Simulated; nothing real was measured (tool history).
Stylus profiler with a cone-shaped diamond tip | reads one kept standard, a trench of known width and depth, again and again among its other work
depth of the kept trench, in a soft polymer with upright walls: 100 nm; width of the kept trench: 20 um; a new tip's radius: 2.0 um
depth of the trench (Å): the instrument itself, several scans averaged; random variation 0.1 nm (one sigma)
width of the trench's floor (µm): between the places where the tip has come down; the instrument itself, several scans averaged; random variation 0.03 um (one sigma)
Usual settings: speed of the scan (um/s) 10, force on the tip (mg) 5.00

run,hour,speed of the scan (um/s),force on the tip (mg),depth of the trench (Å),width of the trench's floor (µm)
1,0.0,10,5.00,1022.9,18.69
2,19.0,10,5.00,1024.4,18.65
3,50.6,10,5.00,1021.7,18.66
4,81.1,10,5.00,1023.1,18.65
5,107.1,7,5.00,1022.6,18.74
6,129.8,7,5.00,1024.0,18.68
7,158.9,7,5.00,1021.1,18.67
8,176.0,7,5.00,1021.6,18.63
9,191.2,10,5.00,1022.5,18.64
10,215.2,10,5.00,1022.6,18.63
11,247.5,5,6.83,1028.3,18.67
12,271.5,4,5.54,1023.3,18.63
13,302.0,39,3.53,1015.0,18.53
14,331.9,39,3.53,1016.1,18.54
15,363.5,39,3.53,1016.4,18.58
16,382.3,39,3.53,1016.7,18.56
17,397.8,7,4.53,1020.0,18.58
18,426.6,11,2.52,1013.8,18.54
19,453.2,10,4.52,1018.0,18.57

Measured less the same run without the tool's hidden state. The same run-to-run variation is in both; the gauge's scatter may not be:
The hidden state here: radius of the tip, um; height scale over the true one, %; drift of the gauge itself on depth_nm, %; drift of the gauge itself on floor_um, %.
run,depth of the trench (Å),width of the trench's floor (µm)
1,-0.9,-0.06
2,-1.0,-0.06
3,-1.1,-0.07
4,-1.1,-0.07
5,-1.2,-0.08
6,-1.3,-0.08
7,-1.4,-0.08
8,-1.4,-0.08
9,-1.5,-0.09
10,-1.5,-0.09
11,-1.6,-0.09
12,-1.7,-0.10
13,-1.7,-0.11
14,-1.9,-0.11
15,-2.0,-0.12
16,-2.0,-0.12
17,-2.0,-0.12
18,-2.2,-0.13
19,-2.2,-0.13
